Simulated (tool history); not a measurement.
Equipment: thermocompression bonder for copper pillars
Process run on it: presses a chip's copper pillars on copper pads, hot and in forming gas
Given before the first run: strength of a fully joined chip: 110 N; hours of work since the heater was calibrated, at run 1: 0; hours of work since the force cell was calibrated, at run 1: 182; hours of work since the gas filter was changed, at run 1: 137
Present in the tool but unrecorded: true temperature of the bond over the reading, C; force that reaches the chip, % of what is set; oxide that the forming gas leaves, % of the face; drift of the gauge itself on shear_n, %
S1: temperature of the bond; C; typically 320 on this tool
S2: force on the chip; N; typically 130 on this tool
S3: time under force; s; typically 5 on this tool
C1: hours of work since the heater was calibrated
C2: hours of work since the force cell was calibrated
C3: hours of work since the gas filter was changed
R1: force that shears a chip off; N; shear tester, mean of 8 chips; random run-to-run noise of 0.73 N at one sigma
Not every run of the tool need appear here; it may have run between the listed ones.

run  hour   S1   S2  S3  C1   C2   C3    R1
  1     0  320  130   5   0  182  137  47.9
  2   5.3  320  130   5   4  186  141  49.2
     10.3  -- forming gas filter changed
  3  10.8  320  130   5   8  189    0  52.9
  4  17.2  320  130   5  12  194    5  54.1
  5  23.3  320  130   5  17  199   10  53.7
  6  27.3  320  130   5  20  202   13  51.3
  7  31.5  320  130   5  23  205   16  51.1
  8  38.6  337  130   5  28  210   21  62.9
  9  45.8  337   93   3  34  215   26  42.8
 10  50.9  320   98   5  37  219   30  46.1
 11  58.3  320   98   5  43  225   36  44.5

4 options for the next run, each taken on its own from the tool as it stands now. Forecast them:
  A  62.6  346  102   8  46  228  39   ?
  B  62.6  320  114   6  46  228  39   ?
  C  62.6  306  135  14  46  228  39   ?
  D  62.6  293  105   4  46  228  39   ?

run    R1
  A  67.3
  B  51.7
  C  65.5
  D    32
Had the tool no hidden state, the same runs would have come out as:
run    R1
  A  69.4
  B  53.5
  C  67.7
  D  33.3
